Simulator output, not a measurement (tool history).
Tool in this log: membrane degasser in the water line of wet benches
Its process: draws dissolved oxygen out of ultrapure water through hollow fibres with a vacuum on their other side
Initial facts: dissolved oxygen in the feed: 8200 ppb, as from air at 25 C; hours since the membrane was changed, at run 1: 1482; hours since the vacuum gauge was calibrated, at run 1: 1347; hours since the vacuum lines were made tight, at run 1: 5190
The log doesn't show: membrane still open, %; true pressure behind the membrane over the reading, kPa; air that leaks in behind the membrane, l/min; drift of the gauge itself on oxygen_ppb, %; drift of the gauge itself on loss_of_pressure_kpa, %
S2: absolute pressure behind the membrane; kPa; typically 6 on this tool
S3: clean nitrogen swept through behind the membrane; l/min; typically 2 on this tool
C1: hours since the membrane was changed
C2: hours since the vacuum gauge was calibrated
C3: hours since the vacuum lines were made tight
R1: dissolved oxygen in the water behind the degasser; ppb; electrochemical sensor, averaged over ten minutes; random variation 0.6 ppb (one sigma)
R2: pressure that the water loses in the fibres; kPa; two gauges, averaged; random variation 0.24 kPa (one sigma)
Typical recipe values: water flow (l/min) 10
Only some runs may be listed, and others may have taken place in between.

{"run": 1, "hour": 0.0, "water flow (l/min)": 10, "S2": 6, "S3": 2, "C1": 1482, "C2": 1347, "C3": 5190, "R1": 56.1, "R2": 63.25}
{"run": 2, "hour": 124.1, "water flow (l/min)": 10, "S2": 6, "S3": 2, "C1": 1606, "C2": 1471, "C3": 5314, "R1": 56.6, "R2": 62.58}
{"run": 3, "hour": 200.7, "water flow (l/min)": 10, "S2": 8.24, "S3": 2, "C1": 1682, "C2": 1547, "C3": 5391, "R1": 84.2, "R2": 62.86}
{"run": 4, "hour": 293.8, "water flow (l/min)": 10, "S2": 8.24, "S3": 2, "C1": 1776, "C2": 1641, "C3": 5484, "R1": 85.5, "R2": 62.79}
{"run": 5, "hour": 363.5, "water flow (l/min)": 10, "S2": 6, "S3": 2, "C1": 1845, "C2": 1710, "C3": 5554, "R1": 58, "R2": 62.85}
{"run": 6, "hour": 465.3, "water flow (l/min)": 10, "S2": 6, "S3": 2, "C1": 1947, "C2": 1812, "C3": 5656, "R1": 57.4, "R2": 62.64}
{"run": 7, "hour": 603.0, "water flow (l/min)": 10, "S2": 6, "S3": 2, "C1": 2085, "C2": 1950, "C3": 5793, "R1": 56.9, "R2": 63.09}
{"run": 8, "hour": 668.0, "water flow (l/min)": 10, "S2": 6, "S3": 2, "C1": 2150, "C2": 2015, "C3": 5858, "R1": 57.6, "R2": 62.94}
{"run": 9, "hour": 777.6, "water flow (l/min)": 10, "S2": 6, "S3": 2, "C1": 2259, "C2": 2124, "C3": 5968, "R1": 58.3, "R2": 63.43}
{"run": 10, "hour": 922.3, "water flow (l/min)": 10, "S2": 6, "S3": 2, "C1": 2404, "C2": 2269, "C3": 6113, "R1": 58.5, "R2": 63.13}
{"run": 11, "hour": 1031.0, "water flow (l/min)": 10, "S2": 6, "S3": 2, "C1": 2513, "C2": 2378, "C3": 6221, "R1": 58.2, "R2": 62.95}
{"run": 12, "hour": 1124.1, "water flow (l/min)": 10, "S2": 6, "S3": 2, "C1": 2606, "C2": 2471, "C3": 6314, "R1": 58.4, "R2": 63.13}
{"run": 13, "hour": 1274.3, "water flow (l/min)": 10, "S2": 6, "S3": 2.38, "C1": 2756, "C2": 2621, "C3": 6465, "R1": 51.5, "R2": 63.1}
{"run": 14, "hour": 1341.9, "water flow (l/min)": 10, "S2": 6, "S3": 2.38, "C1": 2824, "C2": 2689, "C3": 6532, "R1": 53.9, "R2": 63.53}
{"run": 15, "hour": 1489.7, "water flow (l/min)": 10, "S2": 6, "S3": 2, "C1": 2971, "C2": 2836, "C3": 6680, "R1": 58.1, "R2": 62.99}
{"run": 16, "hour": 1574.3, "water flow (l/min)": 10, "S2": 6, "S3": 0.84, "C1": 3056, "C2": 2921, "C3": 6765, "R1": 107.8, "R2": 63.56}
{"run": 17, "hour": 1672.0, "water flow (l/min)": 14, "S2": 14.06, "S3": 1.3, "C1": 3154, "C2": 3019, "C3": 6862, "R1": 326.8, "R2": 87.91}
{"run": 18, "hour": 1765.1, "water flow (l/min)": 10, "S2": 14.17, "S3": 3.54, "C1": 3247, "C2": 3112, "C3": 6955, "R1": 103.2, "R2": 63.17}
{"run": 19, "hour": 1862.4, "water flow (l/min)": 10, "S2": 14.17, "S3": 3.54, "C1": 3344, "C2": 3209, "C3": 7053, "R1": 102.6, "R2": 64.06}
{"run": 20, "hour": 1957.9, "water flow (l/min)": 10, "S2": 12.85, "S3": 1.91, "C1": 3440, "C2": 3305, "C3": 7148, "R1": 155, "R2": 63.5}
{"run": 21, "hour": 2092.9, "water flow (l/min)": 10, "S2": 12.85, "S3": 1.91, "C1": 3575, "C2": 3440, "C3": 7283, "R1": 153.6, "R2": 63.52}
{"run": 22, "hour": 2211.1, "water flow (l/min)": 7, "S2": 8.88, "S3": 2.96, "C1": 3693, "C2": 3558, "C3": 7401, "R1": 46, "R2": 44.17}
{"run": 23, "hour": 2296.8, "water flow (l/min)": 11, "S2": 6, "S3": 1.32, "C1": 3779, "C2": 3644, "C3": 7487, "R1": 92.2, "R2": 69.36}
{"run": 24, "hour": 2416.0, "water flow (l/min)": 11, "S2": 4.21, "S3": 1.32, "C1": 3898, "C2": 3763, "C3": 7606, "R1": 54.5, "R2": 69.71}
{"run": 25, "hour": 2524.7, "water flow (l/min)": 11, "S2": 4.18, "S3": 1.19, "C1": 4006, "C2": 3871, "C3": 7715, "R1": 57.8, "R2": 70.33}
{"run": 26, "hour": 2606.8, "water flow (l/min)": 11, "S2": 4.18, "S3": 1.19, "C1": 4089, "C2": 3954, "C3": 7797, "R1": 56.6, "R2": 69.64}
{"hour": 2639.7, "done": "vacuum gauge calibrated"}
{"run": 27, "hour": 2754.9, "water flow (l/min)": 6, "S2": 12.32, "S3": 2.06, "C1": 4236, "C2": 115, "C3": 7945, "R1": 77.9, "R2": 38.08}
{"run": 28, "hour": 2889.8, "water flow (l/min)": 9, "S2": 7.2, "S3": 1.91, "C1": 4371, "C2": 250, "C3": 8080, "R1": 64.7, "R2": 57.18}
{"run": 29, "hour": 2974.3, "water flow (l/min)": 9, "S2": 7.2, "S3": 1.91, "C1": 4456, "C2": 335, "C3": 8164, "R1": 65.1, "R2": 56.78}
{"hour": 2984.3, "done": "seals of the vacuum lines changed"}
{"run": 30, "hour": 3087.3, "water flow (l/min)": 14, "S2": 5.04, "S3": 2, "C1": 4567, "C2": 446, "C3": 103, "R1": 81.5, "R2": 89.13}
{"run": 31, "hour": 3182.8, "water flow (l/min)": 10, "S2": 6, "S3": 1.36, "C1": 4662, "C2": 541, "C3": 198, "R1": 71.2, "R2": 63.57}
{"run": 32, "hour": 3312.6, "water flow (l/min)": 12, "S2": 4.02, "S3": 1.33, "C1": 4792, "C2": 671, "C3": 328, "R1": 55.2, "R2": 76.49}

Alternative continuations, all from the tool just after run 32; predict every row:
{"run": "A", "hour": 3378.1, "water flow (l/min)": 13, "S2": 9.22, "S3": 1.04, "C1": 4857, "C2": 736, "C3": 394, "R1": "?", "R2": "?"}
{"run": "B", "hour": 3378.1, "water flow (l/min)": 7, "S2": 12.12, "S3": 4.16, "C1": 4857, "C2": 736, "C3": 394, "R1": "?", "R2": "?"}
{"run": "C", "hour": 3378.1, "water flow (l/min)": 12, "S2": 5.81, "S3": 1.33, "C1": 4857, "C2": 736, "C3": 394, "R1": "?", "R2": "?"}

run=A R1=210.5 R2=82.96
run=B R1=45.9 R2=44.62
run=C R1=92.7 R2=76.24
Stripped of hidden state, with their random variation kept, the same runs would have yielded:
run=A R1=201.1 R2=80.85
run=B R1=43.8 R2=43.49
run=C R1=84.9 R2=74.3
